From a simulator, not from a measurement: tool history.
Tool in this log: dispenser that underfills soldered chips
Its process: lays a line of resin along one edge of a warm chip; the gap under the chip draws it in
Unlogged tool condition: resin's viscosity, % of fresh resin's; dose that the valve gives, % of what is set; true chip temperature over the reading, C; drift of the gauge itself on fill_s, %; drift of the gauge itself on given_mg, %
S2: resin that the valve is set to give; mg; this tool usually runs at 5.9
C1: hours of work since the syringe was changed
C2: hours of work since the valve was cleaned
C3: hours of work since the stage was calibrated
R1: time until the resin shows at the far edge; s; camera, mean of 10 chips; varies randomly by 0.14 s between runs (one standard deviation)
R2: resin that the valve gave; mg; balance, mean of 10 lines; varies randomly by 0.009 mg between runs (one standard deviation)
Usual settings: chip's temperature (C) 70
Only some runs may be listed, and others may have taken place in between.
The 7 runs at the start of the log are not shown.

{"hour": 48.0, "done": "new syringe of resin"}
{"run": 8, "hour": 51.2, "chip's temperature (C)": 70, "S2": 6.77, "C1": 2, "C2": 11, "C3": 344, "R1": 3.7, "R2": 6.742}
{"hour": 60.1, "done": "new syringe of resin"}
{"run": 9, "hour": 60.7, "chip's temperature (C)": 70, "S2": 6.77, "C1": 0, "C2": 18, "C3": 351, "R1": 3.2, "R2": 6.722}
{"run": 10, "hour": 66.9, "chip's temperature (C)": 70, "S2": 5.35, "C1": 5, "C2": 23, "C3": 356, "R1": 4.4, "R2": 5.303}
{"hour": 71.9, "done": "new syringe of resin"}
{"run": 11, "hour": 72.7, "chip's temperature (C)": 70, "S2": 5.35, "C1": 1, "C2": 27, "C3": 360, "R1": 3.3, "R2": 5.282}
{"run": 12, "hour": 79.3, "chip's temperature (C)": 70, "S2": 5.35, "C1": 6, "C2": 33, "C3": 366, "R1": 4.4, "R2": 5.286}
{"hour": 83.5, "done": "new syringe of resin"}
{"run": 13, "hour": 85.3, "chip's temperature (C)": 70, "S2": 5.35, "C1": 1, "C2": 37, "C3": 370, "R1": 3.6, "R2": 5.268}
{"run": 14, "hour": 91.0, "chip's temperature (C)": 56, "S2": 5.9, "C1": 6, "C2": 42, "C3": 375, "R1": 6.8, "R2": 5.825}
{"hour": 95.1, "done": "new syringe of resin"}
{"run": 15, "hour": 98.2, "chip's temperature (C)": 70, "S2": 5.9, "C1": 2, "C2": 47, "C3": 380, "R1": 3.7, "R2": 5.799}
{"run": 16, "hour": 102.7, "chip's temperature (C)": 81, "S2": 5.9, "C1": 6, "C2": 51, "C3": 384, "R1": 3.2, "R2": 5.806}
{"hour": 107.0, "done": "new syringe of resin"}
{"run": 17, "hour": 112.8, "chip's temperature (C)": 81, "S2": 5.9, "C1": 5, "C2": 58, "C3": 391, "R1": 3, "R2": 5.773}
{"hour": 118.6, "done": "new syringe of resin"}
{"run": 18, "hour": 121.2, "chip's temperature (C)": 58, "S2": 5.9, "C1": 2, "C2": 65, "C3": 398, "R1": 5.4, "R2": 5.759}
{"run": 19, "hour": 126.9, "chip's temperature (C)": 65, "S2": 5.42, "C1": 7, "C2": 69, "C3": 402, "R1": 5.6, "R2": 5.293}
{"hour": 130.4, "done": "new syringe of resin"}
{"run": 20, "hour": 132.2, "chip's temperature (C)": 65, "S2": 5.42, "C1": 1, "C2": 73, "C3": 406, "R1": 4.1, "R2": 5.281}
{"run": 21, "hour": 140.9, "chip's temperature (C)": 75, "S2": 6.88, "C1": 8, "C2": 80, "C3": 413, "R1": 4.5, "R2": 6.698}
{"hour": 142.1, "done": "new syringe of resin"}
{"run": 22, "hour": 147.2, "chip's temperature (C)": 75, "S2": 6.88, "C1": 4, "C2": 85, "C3": 418, "R1": 3.4, "R2": 6.69}
{"run": 23, "hour": 152.7, "chip's temperature (C)": 75, "S2": 6.88, "C1": 8, "C2": 89, "C3": 422, "R1": 4.4, "R2": 6.685}
{"hour": 153.9, "done": "new syringe of resin"}
{"run": 24, "hour": 158.2, "chip's temperature (C)": 78, "S2": 7.08, "C1": 3, "C2": 93, "C3": 426, "R1": 3, "R2": 6.852}
{"hour": 163.2, "done": "dispensing valve cleaned and set on the balance"}
{"hour": 166.6, "done": "new syringe of resin"}
{"run": 25, "hour": 167.1, "chip's temperature (C)": 71, "S2": 5.14, "C1": 0, "C2": 3, "C3": 432, "R1": 3.5, "R2": 5.126}

Forecast run 26:
{"run": 26, "hour": 174.5, "chip's temperature (C)": 77, "S2": 5.92, "C1": 6, "C2": 9, "C3": 438, "R1": "?", "R2": "?"}

R1: 3.7 s
R2: 5.896 mg
Minus the tool's unlogged condition, the same run would have read R1 2.5 s, R2 5.92 mg.

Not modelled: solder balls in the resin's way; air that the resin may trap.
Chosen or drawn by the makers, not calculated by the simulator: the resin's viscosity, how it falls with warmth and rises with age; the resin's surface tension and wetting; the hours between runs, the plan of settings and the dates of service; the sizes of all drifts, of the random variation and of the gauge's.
